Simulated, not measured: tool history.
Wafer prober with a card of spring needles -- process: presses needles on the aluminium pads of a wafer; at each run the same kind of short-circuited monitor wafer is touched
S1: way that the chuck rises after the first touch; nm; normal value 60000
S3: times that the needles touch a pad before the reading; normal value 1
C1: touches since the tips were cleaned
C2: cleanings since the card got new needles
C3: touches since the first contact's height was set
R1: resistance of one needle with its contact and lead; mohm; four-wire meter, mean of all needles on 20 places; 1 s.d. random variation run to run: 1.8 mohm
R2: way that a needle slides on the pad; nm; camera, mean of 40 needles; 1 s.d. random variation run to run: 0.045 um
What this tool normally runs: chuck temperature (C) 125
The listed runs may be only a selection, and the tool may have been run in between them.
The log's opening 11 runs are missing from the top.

{"run": 12, "hour": 76.4, "S1": 76000, "chuck temperature (C)": 125, "S3": 1, "C1": 3298, "C2": 11, "C3": 47861, "R1": 222, "R2": 13470}
{"hour": 78.8, "done": "tips cleaned on abrasive film"}
{"run": 13, "hour": 84.8, "S1": 76000, "chuck temperature (C)": 125, "S3": 1, "C1": 2789, "C2": 12, "C3": 51726, "R1": 222, "R2": 13530}
{"hour": 88.1, "done": "tips cleaned on abrasive film"}
{"run": 14, "hour": 92.1, "S1": 76000, "chuck temperature (C)": 125, "S3": 1, "C1": 1848, "C2": 13, "C3": 55081, "R1": 211, "R2": 13650}
{"hour": 97.6, "done": "tips cleaned on abrasive film"}
{"run": 15, "hour": 101.1, "S1": 76000, "chuck temperature (C)": 125, "S3": 2, "C1": 1627, "C2": 14, "C3": 59225, "R1": 192, "R2": 13520}
{"run": 16, "hour": 106.2, "S1": 60000, "chuck temperature (C)": 125, "S3": 1, "C1": 4033, "C2": 14, "C3": 61631, "R1": 258, "R2": 10660}
{"hour": 107.2, "done": "tips cleaned on abrasive film"}
{"run": 17, "hour": 114.7, "S1": 60000, "chuck temperature (C)": 125, "S3": 1, "C1": 3515, "C2": 15, "C3": 65539, "R1": 255, "R2": 10650}
{"hour": 117.0, "done": "tips cleaned on abrasive film"}
{"run": 18, "hour": 123.0, "S1": 60000, "chuck temperature (C)": 125, "S3": 1, "C1": 2804, "C2": 16, "C3": 69354, "R1": 250, "R2": 10640}
{"hour": 126.7, "done": "tips cleaned on abrasive film"}
{"run": 19, "hour": 131.1, "S1": 66000, "chuck temperature (C)": 125, "S3": 2, "C1": 2084, "C2": 17, "C3": 73102, "R1": 206, "R2": 11630}
{"hour": 136.1, "done": "tips cleaned on abrasive film"}
{"run": 20, "hour": 136.2, "S1": 47000, "chuck temperature (C)": 54, "S3": 1, "C1": 66, "C2": 18, "C3": 75429, "R1": 188, "R2": 8310}
{"run": 21, "hour": 144.3, "S1": 47000, "chuck temperature (C)": 69, "S3": 1, "C1": 3837, "C2": 18, "C3": 79200, "R1": 311, "R2": 8250}
{"hour": 145.7, "done": "tips cleaned on abrasive film"}
{"run": 22, "hour": 149.3, "S1": 47000, "chuck temperature (C)": 89, "S3": 2, "C1": 1664, "C2": 19, "C3": 81493, "R1": 227, "R2": 8260}
{"run": 23, "hour": 154.7, "S1": 47000, "chuck temperature (C)": 89, "S3": 2, "C1": 4151, "C2": 19, "C3": 83980, "R1": 259, "R2": 8280}
{"hour": 155.5, "done": "tips cleaned on abrasive film"}
{"run": 24, "hour": 159.6, "S1": 53000, "chuck temperature (C)": 125, "S3": 1, "C1": 1888, "C2": 20, "C3": 86227, "R1": 252, "R2": 9330}
{"hour": 165.2, "done": "tips cleaned on abrasive film"}
{"run": 25, "hour": 166.8, "S1": 60000, "chuck temperature (C)": 46, "S3": 1, "C1": 745, "C2": 21, "C3": 89555, "R1": 200, "R2": 10610}
{"run": 26, "hour": 171.7, "S1": 75000, "chuck temperature (C)": 31, "S3": 3, "C1": 3032, "C2": 21, "C3": 91842, "R1": 177, "R2": 13290}
{"hour": 175.0, "done": "tips cleaned on abrasive film"}
{"run": 27, "hour": 178.2, "S1": 49000, "chuck temperature (C)": 31, "S3": 1, "C1": 1455, "C2": 22, "C3": 94802, "R1": 244, "R2": 8550}
{"run": 28, "hour": 184.0, "S1": 49000, "chuck temperature (C)": 31, "S3": 1, "C1": 4157, "C2": 22, "C3": 97504, "R1": 305, "R2": 8650}
{"hour": 184.4, "done": "tips cleaned on abrasive film"}
{"run": 29, "hour": 191.3, "S1": 71000, "chuck temperature (C)": 125, "S3": 1, "C1": 3221, "C2": 23, "C3": 100897, "R1": 230, "R2": 12610}
{"hour": 193.8, "done": "tips cleaned on abrasive film"}
{"run": 30, "hour": 196.7, "S1": 60000, "chuck temperature (C)": 75, "S3": 1, "C1": 1339, "C2": 24, "C3": 103349, "R1": 219, "R2": 10560}
{"hour": 203.3, "done": "tips cleaned on abrasive film"}
{"run": 31, "hour": 205.5, "S1": 60000, "chuck temperature (C)": 75, "S3": 1, "C1": 1042, "C2": 25, "C3": 107410, "R1": 213, "R2": 10560}
{"run": 32, "hour": 211.4, "S1": 53000, "chuck temperature (C)": 95, "S3": 1, "C1": 3796, "C2": 25, "C3": 110164, "R1": 289, "R2": 9190}
{"hour": 212.9, "done": "tips cleaned on abrasive film"}
{"run": 33, "hour": 219.6, "S1": 49000, "chuck temperature (C)": 28, "S3": 3, "C1": 3126, "C2": 26, "C3": 113928, "R1": 212, "R2": 8530}

Forecast each of these 3 alternatives for the next run:
{"hour": 222.6, "done": "tips cleaned on abrasive film"}
{"run": "A", "hour": 227.3, "S1": 60000, "chuck temperature (C)": 38, "S3": 1, "C1": 2210, "C2": 27, "C3": 117497, "R1": "?", "R2": "?"}
{"hour": 222.6, "done": "tips cleaned on abrasive film"}
{"run": "B", "hour": 227.3, "S1": 46000, "chuck temperature (C)": 32, "S3": 2, "C1": 2210, "C2": 27, "C3": 117497, "R1": "?", "R2": "?"}
{"hour": 222.6, "done": "tips cleaned on abrasive film"}
{"run": "C", "hour": 227.3, "S1": 49000, "chuck temperature (C)": 28, "S3": 3, "C1": 2210, "C2": 27, "C3": 117497, "R1": "?", "R2": "?"}

run=A R1=234 R2=10570
run=B R1=238 R2=8040
run=C R1=206 R2=8560
Had the tool no hidden state, the same runs would have come out as:
run=A R1=162 R2=10840
run=B R1=167 R2=8310
run=C R1=167 R2=8830
